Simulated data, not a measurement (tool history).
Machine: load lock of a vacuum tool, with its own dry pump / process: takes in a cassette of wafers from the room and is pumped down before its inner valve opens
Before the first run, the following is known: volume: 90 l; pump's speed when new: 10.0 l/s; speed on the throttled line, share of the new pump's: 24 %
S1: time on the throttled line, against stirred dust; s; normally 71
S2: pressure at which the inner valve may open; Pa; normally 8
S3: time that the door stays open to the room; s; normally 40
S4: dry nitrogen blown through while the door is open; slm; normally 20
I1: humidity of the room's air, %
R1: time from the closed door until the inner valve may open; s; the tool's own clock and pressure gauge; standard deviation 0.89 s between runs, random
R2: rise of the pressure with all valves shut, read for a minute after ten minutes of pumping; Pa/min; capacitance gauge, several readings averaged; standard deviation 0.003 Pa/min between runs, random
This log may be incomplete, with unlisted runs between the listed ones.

run 1 hour=0.0 | S1=71 S2=8 S3=40 S4=20 | I1=44.8 | R1=142.5 R2=0.208
run 2 hour=125.3 | S1=71 S2=8 S3=40 S4=20 | I1=41.1 | R1=143.2 R2=0.210
run 3 hour=289.9 | S1=71 S2=8 S3=40 S4=20 | I1=38.7 | R1=142.4 R2=0.222
run 4 hour=458.4 | S1=71 S2=8 S3=40 S4=20 | I1=47.1 | R1=144.5 R2=0.228
run 5 hour=645.6 | S1=71 S2=8 S3=40 S4=20 | I1=43.0 | R1=143.7 R2=0.243
run 6 hour=800.8 | S1=71 S2=8 S3=156 S4=20 | I1=46.4 | R1=143.6 R2=0.262
run 7 hour=906.1 | S1=71 S2=8 S3=40 S4=20 | I1=43.7 | R1=142.9 R2=0.259
run 8 hour=1010.1 | S1=116 S2=8 S3=40 S4=20 | I1=44.3 | R1=177.2 R2=0.256
run 9 hour=1189.8 | S1=116 S2=8 S3=40 S4=20 | I1=43.5 | R1=177.7 R2=0.274
run 10 hour=1276.7 | S1=116 S2=8 S3=40 S4=20 | I1=42.9 | R1=177.3 R2=0.277
run 11 hour=1449.0 | S1=116 S2=8 S3=40 S4=20 | I1=45.6 | R1=179.2 R2=0.280
run 12 hour=1572.7 | S1=116 S2=8 S3=40 S4=20 | I1=48.0 | R1=177.1 R2=0.285

The next listed run, before its measurement:
run 13 hour=1651.9 | S1=116 S2=8 S3=40 S4=20 | I1=46.3 | R1=? R2=?

Run 13 came out at R1 181.3 s, R2 0.301 Pa/min.
With no hidden state in the tool, this same run would have given R1 177.8 s, R2 0.024 Pa/min.
